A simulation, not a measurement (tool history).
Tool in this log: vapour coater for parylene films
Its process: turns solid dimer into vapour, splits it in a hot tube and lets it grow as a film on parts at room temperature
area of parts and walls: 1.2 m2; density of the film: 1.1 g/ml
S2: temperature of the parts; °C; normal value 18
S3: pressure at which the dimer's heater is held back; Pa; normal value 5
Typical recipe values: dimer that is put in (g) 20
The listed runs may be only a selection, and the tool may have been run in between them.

{"run": 1, "hour": 0.0, "dimer that is put in (g)": 20, "S2": 18, "S3": 5, "thickness of the film (nm)": 10430}
{"run": 2, "hour": 27.9, "dimer that is put in (g)": 20, "S2": 18, "S3": 5, "thickness of the film (nm)": 10300}
{"run": 3, "hour": 42.1, "dimer that is put in (g)": 20, "S2": 18, "S3": 5, "thickness of the film (nm)": 10340}
{"run": 4, "hour": 66.6, "dimer that is put in (g)": 20, "S2": 18, "S3": 5, "thickness of the film (nm)": 10270}
{"run": 5, "hour": 94.2, "dimer that is put in (g)": 20, "S2": 18, "S3": 5, "thickness of the film (nm)": 10210}
{"run": 6, "hour": 116.1, "dimer that is put in (g)": 20, "S2": 18, "S3": 5, "thickness of the film (nm)": 10230}
{"run": 7, "hour": 141.4, "dimer that is put in (g)": 20, "S2": 18, "S3": 5, "thickness of the film (nm)": 10250}
{"run": 8, "hour": 163.1, "dimer that is put in (g)": 20, "S2": 18, "S3": 5, "thickness of the film (nm)": 10230}
{"run": 9, "hour": 180.0, "dimer that is put in (g)": 20, "S2": 18, "S3": 5, "thickness of the film (nm)": 10200}
{"hour": 196.6, "done": "trap's valve overhauled"}
{"run": 10, "hour": 204.2, "dimer that is put in (g)": 20, "S2": 18, "S3": 5.25, "thickness of the film (nm)": 9740}
{"run": 11, "hour": 222.1, "dimer that is put in (g)": 20, "S2": 18, "S3": 5, "thickness of the film (nm)": 9760}
{"run": 12, "hour": 237.0, "dimer that is put in (g)": 20, "S2": 18, "S3": 5, "thickness of the film (nm)": 9940}
{"hour": 259.8, "done": "trap's valve overhauled, once more"}
{"run": 13, "hour": 268.6, "dimer that is put in (g)": 20, "S2": 18, "S3": 5, "thickness of the film (nm)": 11150}
{"run": 14, "hour": 290.4, "dimer that is put in (g)": 20, "S2": 18, "S3": 11.61, "thickness of the film (nm)": 10340}
{"run": 15, "hour": 302.2, "dimer that is put in (g)": 20, "S2": 18, "S3": 5, "thickness of the film (nm)": 11200}
{"run": 16, "hour": 323.5, "dimer that is put in (g)": 20, "S2": 18, "S3": 5, "thickness of the film (nm)": 11120}
{"run": 17, "hour": 347.7, "dimer that is put in (g)": 20, "S2": 14, "S3": 5, "thickness of the film (nm)": 12560}
{"run": 18, "hour": 365.5, "dimer that is put in (g)": 20, "S2": 14, "S3": 5, "thickness of the film (nm)": 12390}
{"run": 19, "hour": 389.8, "dimer that is put in (g)": 20, "S2": 14, "S3": 5, "thickness of the film (nm)": 12560}
{"run": 20, "hour": 409.2, "dimer that is put in (g)": 20, "S2": 14, "S3": 5, "thickness of the film (nm)": 12580}
{"run": 21, "hour": 435.2, "dimer that is put in (g)": 20, "S2": 17, "S3": 5, "thickness of the film (nm)": 11400}
{"run": 22, "hour": 451.3, "dimer that is put in (g)": 20, "S2": 17, "S3": 5, "thickness of the film (nm)": 11330}
{"run": 23, "hour": 469.7, "dimer that is put in (g)": 20, "S2": 17, "S3": 5, "thickness of the film (nm)": 11270}
{"run": 24, "hour": 488.3, "dimer that is put in (g)": 20, "S2": 13, "S3": 5, "thickness of the film (nm)": 12970}
{"run": 25, "hour": 513.7, "dimer that is put in (g)": 11, "S2": 11, "S3": 5, "thickness of the film (nm)": 7490}
{"run": 26, "hour": 534.1, "dimer that is put in (g)": 17, "S2": 14, "S3": 5, "thickness of the film (nm)": 10510}
{"run": 27, "hour": 546.2, "dimer that is put in (g)": 17, "S2": 14, "S3": 5, "thickness of the film (nm)": 10600}
{"run": 28, "hour": 563.0, "dimer that is put in (g)": 22, "S2": 18, "S3": 11.18, "thickness of the film (nm)": 11110}
{"run": 29, "hour": 576.0, "dimer that is put in (g)": 22, "S2": 18, "S3": 11.18, "thickness of the film (nm)": 11120}
{"run": 30, "hour": 600.3, "dimer that is put in (g)": 20, "S2": 18, "S3": 11.59, "thickness of the film (nm)": 10220}
{"hour": 606.5, "done": "table's thermometer calibrated"}
{"run": 31, "hour": 628.8, "dimer that is put in (g)": 20, "S2": 18, "S3": 5.22, "thickness of the film (nm)": 10300}
{"run": 32, "hour": 653.5, "dimer that is put in (g)": 20, "S2": 12, "S3": 2.59, "thickness of the film (nm)": 13260}
{"run": 33, "hour": 674.7, "dimer that is put in (g)": 26, "S2": 12, "S3": 2.47, "thickness of the film (nm)": 17370}
{"run": 34, "hour": 688.4, "dimer that is put in (g)": 22, "S2": 30, "S3": 2.41, "thickness of the film (nm)": 8350}
{"run": 35, "hour": 703.7, "dimer that is put in (g)": 20, "S2": 18, "S3": 2.8, "thickness of the film (nm)": 10830}
{"run": 36, "hour": 719.8, "dimer that is put in (g)": 19, "S2": 18, "S3": 2.04, "thickness of the film (nm)": 10610}
{"run": 37, "hour": 733.7, "dimer that is put in (g)": 19, "S2": 18, "S3": 2.04, "thickness of the film (nm)": 10670}
{"run": 38, "hour": 745.6, "dimer that is put in (g)": 13, "S2": 25, "S3": 5, "thickness of the film (nm)": 5390}
{"run": 39, "hour": 772.7, "dimer that is put in (g)": 13, "S2": 25, "S3": 5, "thickness of the film (nm)": 5400}
{"run": 40, "hour": 797.1, "dimer that is put in (g)": 27, "S2": 16, "S3": 5, "thickness of the film (nm)": 14750}
{"run": 41, "hour": 820.8, "dimer that is put in (g)": 22, "S2": 23, "S3": 9.72, "thickness of the film (nm)": 9020}
{"run": 42, "hour": 836.5, "dimer that is put in (g)": 23, "S2": 15, "S3": 5, "thickness of the film (nm)": 12920}
{"run": 43, "hour": 858.8, "dimer that is put in (g)": 20, "S2": 23, "S3": 5, "thickness of the film (nm)": 8750}
{"run": 44, "hour": 878.2, "dimer that is put in (g)": 20, "S2": 18, "S3": 5, "thickness of the film (nm)": 10160}
{"run": 45, "hour": 895.5, "dimer that is put in (g)": 16, "S2": 20, "S3": 5, "thickness of the film (nm)": 7690}
{"run": 46, "hour": 917.6, "dimer that is put in (g)": 16, "S2": 20, "S3": 5, "thickness of the film (nm)": 7660}
{"run": 47, "hour": 934.1, "dimer that is put in (g)": 16, "S2": 20, "S3": 5, "thickness of the film (nm)": 7680}

Consider 4 possible next runs. They are alternatives, not a sequence: every one starts from the tool as it was left by run 47. What does each give?
{"run": "A", "hour": 960.5, "dimer that is put in (g)": 8, "S2": 15, "S3": 10.75, "thickness of the film (nm)": "?"}
{"run": "B", "hour": 960.5, "dimer that is put in (g)": 19, "S2": 18, "S3": 5.68, "thickness of the film (nm)": "?"}
{"run": "C", "hour": 960.5, "dimer that is put in (g)": 20, "S2": 23, "S3": 5, "thickness of the film (nm)": "?"}
{"run": "D", "hour": 960.5, "dimer that is put in (g)": 28, "S2": 18, "S3": 2.34, "thickness of the film (nm)": "?"}

run=A thickness_of_the_film_(nm)=4160
run=B thickness_of_the_film_(nm)=9550
run=C thickness_of_the_film_(nm)=8760
run=D thickness_of_the_film_(nm)=15140
With no hidden state in the tool, these same runs would have given:
run=A thickness_of_the_film_(nm)=4430
run=B thickness_of_the_film_(nm)=10160
run=C thickness_of_the_film_(nm)=9320
run=D thickness_of_the_film_(nm)=16110

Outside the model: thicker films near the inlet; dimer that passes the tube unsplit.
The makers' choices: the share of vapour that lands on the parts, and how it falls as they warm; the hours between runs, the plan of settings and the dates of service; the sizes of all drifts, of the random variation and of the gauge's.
